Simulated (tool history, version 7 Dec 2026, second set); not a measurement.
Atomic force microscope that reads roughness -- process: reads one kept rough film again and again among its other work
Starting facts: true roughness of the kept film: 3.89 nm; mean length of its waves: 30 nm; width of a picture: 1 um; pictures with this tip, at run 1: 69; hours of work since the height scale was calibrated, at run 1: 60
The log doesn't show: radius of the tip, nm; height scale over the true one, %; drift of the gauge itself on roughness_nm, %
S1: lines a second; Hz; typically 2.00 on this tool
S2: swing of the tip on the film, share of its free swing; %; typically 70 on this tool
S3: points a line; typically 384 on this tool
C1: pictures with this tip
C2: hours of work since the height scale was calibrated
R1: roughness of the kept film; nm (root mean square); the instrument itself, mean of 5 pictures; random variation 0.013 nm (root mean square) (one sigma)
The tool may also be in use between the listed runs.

| run | hour | S1 | S2 | S3 | C1 | C2 | R1 |
|---|---|---|---|---|---|---|---|
| 1 | 0.0 | 2.00 | 70 | 384 | 69 | 60 | 3.036 |
| 2 | 7.8 | 2.00 | 70 | 384 | 77 | 63 | 3.042 |
| 3 | 24.4 | 2.00 | 70 | 384 | 92 | 70 | 3.045 |
| 4 | 33.1 | 2.00 | 70 | 384 | 101 | 74 | 2.999 |
| 5 | 41.8 | 2.00 | 70 | 412 | 109 | 78 | 3.011 |
| 6 | 53.1 | 2.00 | 70 | 384 | 119 | 82 | 2.976 |
| 7 | 60.7 | 2.00 | 70 | 810 | 127 | 86 | 2.998 |
| 8 | 68.3 | 2.64 | 59 | 386 | 134 | 89 | 3.085 |
| 9 | 83.2 | 2.64 | 67 | 386 | 148 | 95 | 2.911 |
| 10 | 95.1 | 1.11 | 57 | 440 | 159 | 100 | 3.242 |
| 11 | 109.4 | 1.11 | 57 | 440 | 173 | 106 | 3.185 |

Run 12 is up next; what results do you expect?
| 12 | 116.5 | 1.60 | 62 | 356 | 179 | 109 | ? |

R1: 3.071 nm (root mean square)
Minus the tool's unlogged condition, the same run would have read R1 3.314 nm (root mean square).

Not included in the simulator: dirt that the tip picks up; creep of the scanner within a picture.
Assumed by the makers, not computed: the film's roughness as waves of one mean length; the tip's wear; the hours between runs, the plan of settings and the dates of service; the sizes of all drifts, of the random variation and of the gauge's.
